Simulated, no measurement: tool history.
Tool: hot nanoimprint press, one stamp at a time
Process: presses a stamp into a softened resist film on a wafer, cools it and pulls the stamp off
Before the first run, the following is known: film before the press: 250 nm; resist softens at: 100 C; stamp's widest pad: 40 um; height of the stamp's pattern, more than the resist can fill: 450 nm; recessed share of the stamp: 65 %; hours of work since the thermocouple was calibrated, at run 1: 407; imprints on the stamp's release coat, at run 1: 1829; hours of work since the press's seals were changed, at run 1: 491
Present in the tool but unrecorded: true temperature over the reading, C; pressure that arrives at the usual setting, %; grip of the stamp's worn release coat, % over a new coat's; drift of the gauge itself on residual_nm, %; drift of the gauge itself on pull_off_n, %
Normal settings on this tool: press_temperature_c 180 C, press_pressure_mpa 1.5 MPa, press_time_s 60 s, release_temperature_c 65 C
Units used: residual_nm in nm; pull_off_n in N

| run | hour | press_temperature_c | press_pressure_mpa | press_time_s | release_temperature_c | hours of work since the thermocouple was calibrated | imprints on the stamp's release coat | hours of work since the press's seals were changed | residual_nm | pull_off_n |
|---|---|---|---|---|---|---|---|---|---|---|
| 1 | 0 | 180 | 1.5 | 60 | 65 | 407 | 1829 | 491 | 88.6 | 154 |
| 2 | 13.7 | 180 | 1.5 | 60 | 65 | 418 | 1861 | 502 | 89.6 | 160 |
| 3 | 23 | 180 | 1.5 | 60 | 65 | 425 | 1884 | 509 | 89.5 | 162 |
| 4 | 31.1 | 180 | 1.5 | 60 | 65 | 432 | 1903 | 516 | 90.1 | 157 |
| 5 | 46.4 | 180 | 1.5 | 60 | 65 | 444 | 1940 | 528 | 90.9 | 162 |
| 6 | 62 | 185 | 1.5 | 60 | 65 | 456 | 1977 | 540 | 74.7 | 158 |
|  | 74.7 | plate thermocouple calibrated |
| 7 | 81.7 | 174 | 1.5 | 60 | 65 | 6 | 2017 | 553 | 111.4 | 164 |
| 8 | 90.3 | 180 | 1.5 | 60 | 65 | 12 | 2038 | 560 | 88.3 | 160 |
| 9 | 101.9 | 180 | 1.5 | 55 | 65 | 21 | 2065 | 569 | 91.8 | 166 |
| 10 | 109.3 | 180 | 1.5 | 34 | 65 | 27 | 2083 | 575 | 110.4 | 164 |
| 11 | 119.1 | 180 | 1.5 | 34 | 65 | 35 | 2106 | 583 | 109.5 | 168 |
| 12 | 131.7 | 180 | 1.5 | 34 | 65 | 45 | 2137 | 593 | 110 | 168 |
|  | 136.1 | plate thermocouple calibrated, once more |
| 13 | 147.3 | 180 | 2.07 | 60 | 65 | 9 | 2167 | 603 | 80.8 | 170 |
| 14 | 159.7 | 180 | 1.28 | 60 | 65 | 19 | 2196 | 612 | 101 | 169 |
|  | 178 | stamp cleaned and given a new release coat |
| 15 | 179.1 | 180 | 1.95 | 60 | 65 | 29 | 2 | 623 | 82.7 | 105 |
| 16 | 195 | 180 | 1.5 | 60 | 51 | 42 | 41 | 636 | 93.8 | 131 |

What does the tool deliver on the next run?
| 17 | 209.5 | 180 | 0.96 | 60 | 51 | 53 | 75 | 647 | ? | ? |

{"run 17": {"residual_nm": 115.3, "pull_off_n": 132}}
Were there no unlogged condition in the tool, this run, its random variation unchanged, would have produced residual_nm 115.5 nm, pull_off_n 129 N.
